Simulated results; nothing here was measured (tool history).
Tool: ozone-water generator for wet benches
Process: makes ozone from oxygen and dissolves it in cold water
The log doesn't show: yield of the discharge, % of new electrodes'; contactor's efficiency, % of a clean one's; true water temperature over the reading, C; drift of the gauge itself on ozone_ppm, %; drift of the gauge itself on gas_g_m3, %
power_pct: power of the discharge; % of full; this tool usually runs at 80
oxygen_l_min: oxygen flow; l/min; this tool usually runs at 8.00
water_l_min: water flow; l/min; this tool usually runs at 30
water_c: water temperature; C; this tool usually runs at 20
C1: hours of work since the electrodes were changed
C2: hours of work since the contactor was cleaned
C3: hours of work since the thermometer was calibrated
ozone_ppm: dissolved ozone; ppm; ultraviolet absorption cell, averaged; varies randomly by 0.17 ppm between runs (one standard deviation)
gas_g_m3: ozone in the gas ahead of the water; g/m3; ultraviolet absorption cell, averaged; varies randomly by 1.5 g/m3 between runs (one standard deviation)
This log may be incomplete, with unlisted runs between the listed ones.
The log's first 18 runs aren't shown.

{"run": 19, "hour": 465.3, "power_pct": 55, "oxygen_l_min": 9.84, "water_l_min": 38, "water_c": 16, "C1": 632, "C2": 177, "C3": 863, "ozone_ppm": 13.8, "gas_g_m3": 182.5}
{"run": 20, "hour": 480.9, "power_pct": 64, "oxygen_l_min": 8.0, "water_l_min": 29, "water_c": 16, "C1": 645, "C2": 191, "C3": 877, "ozone_ppm": 19.9, "gas_g_m3": 223.4}
{"hour": 491.1, "done": "contactor cleaned, once more"}
{"run": 21, "hour": 510.3, "power_pct": 52, "oxygen_l_min": 6.87, "water_l_min": 26, "water_c": 18, "C1": 667, "C2": 16, "C3": 899, "ozone_ppm": 17.8, "gas_g_m3": 194.0}
{"run": 22, "hour": 544.2, "power_pct": 47, "oxygen_l_min": 6.87, "water_l_min": 32, "water_c": 18, "C1": 696, "C2": 45, "C3": 928, "ozone_ppm": 12.9, "gas_g_m3": 178.8}
{"run": 23, "hour": 575.2, "power_pct": 47, "oxygen_l_min": 6.87, "water_l_min": 32, "water_c": 18, "C1": 722, "C2": 72, "C3": 954, "ozone_ppm": 12.8, "gas_g_m3": 176.7}
{"run": 24, "hour": 600.3, "power_pct": 50, "oxygen_l_min": 8.52, "water_l_min": 23, "water_c": 13, "C1": 744, "C2": 94, "C3": 976, "ozone_ppm": 21.6, "gas_g_m3": 174.8}
{"run": 25, "hour": 629.0, "power_pct": 94, "oxygen_l_min": 9.42, "water_l_min": 27, "water_c": 14, "C1": 768, "C2": 118, "C3": 1000, "ozone_ppm": 32.7, "gas_g_m3": 297.6}
{"run": 26, "hour": 653.9, "power_pct": 94, "oxygen_l_min": 13.21, "water_l_min": 27, "water_c": 14, "C1": 790, "C2": 139, "C3": 1022, "ozone_ppm": 34.3, "gas_g_m3": 264.7}
{"run": 27, "hour": 674.2, "power_pct": 94, "oxygen_l_min": 13.21, "water_l_min": 27, "water_c": 14, "C1": 807, "C2": 157, "C3": 1039, "ozone_ppm": 34.1, "gas_g_m3": 264.8}
{"run": 28, "hour": 697.4, "power_pct": 94, "oxygen_l_min": 4.36, "water_l_min": 27, "water_c": 26, "C1": 827, "C2": 177, "C3": 1059, "ozone_ppm": 22.7, "gas_g_m3": 381.8}
{"run": 29, "hour": 725.6, "power_pct": 94, "oxygen_l_min": 4.36, "water_l_min": 27, "water_c": 26, "C1": 851, "C2": 201, "C3": 1083, "ozone_ppm": 22.9, "gas_g_m3": 380.7}
{"run": 30, "hour": 743.6, "power_pct": 94, "oxygen_l_min": 4.36, "water_l_min": 42, "water_c": 16, "C1": 867, "C2": 216, "C3": 1098, "ozone_ppm": 15.0, "gas_g_m3": 382.2}
{"run": 31, "hour": 769.5, "power_pct": 80, "oxygen_l_min": 12.78, "water_l_min": 30, "water_c": 20, "C1": 889, "C2": 239, "C3": 1121, "ozone_ppm": 24.4, "gas_g_m3": 232.9}
{"run": 32, "hour": 791.7, "power_pct": 80, "oxygen_l_min": 8.0, "water_l_min": 30, "water_c": 25, "C1": 908, "C2": 257, "C3": 1140, "ozone_ppm": 20.9, "gas_g_m3": 271.6}

3 ways to go on from here, each from the tool as it stands after run 32. What would each give?
{"run": "A", "hour": 822.1, "power_pct": 62, "oxygen_l_min": 8.0, "water_l_min": 30, "water_c": 20, "C1": 934, "C2": 284, "C3": 1166, "ozone_ppm": "?", "gas_g_m3": "?"}
{"run": "B", "hour": 822.1, "power_pct": 72, "oxygen_l_min": 4.19, "water_l_min": 30, "water_c": 16, "C1": 934, "C2": 284, "C3": 1166, "ozone_ppm": "?", "gas_g_m3": "?"}
{"run": "C", "hour": 822.1, "power_pct": 64, "oxygen_l_min": 8.0, "water_l_min": 24, "water_c": 18, "C1": 934, "C2": 284, "C3": 1166, "ozone_ppm": "?", "gas_g_m3": "?"}

run=A ozone_ppm=17.9 gas_g_m3=215.3
run=B ozone_ppm=17.6 gas_g_m3=302.4
run=C ozone_ppm=23.8 gas_g_m3=221.1
The same runs, with their run-to-run variation unchanged, on a tool lacking any hidden condition would have given:
run=A ozone_ppm=18.1 gas_g_m3=216.7
run=B ozone_ppm=17.8 gas_g_m3=304.5
run=C ozone_ppm=24.0 gas_g_m3=222.5
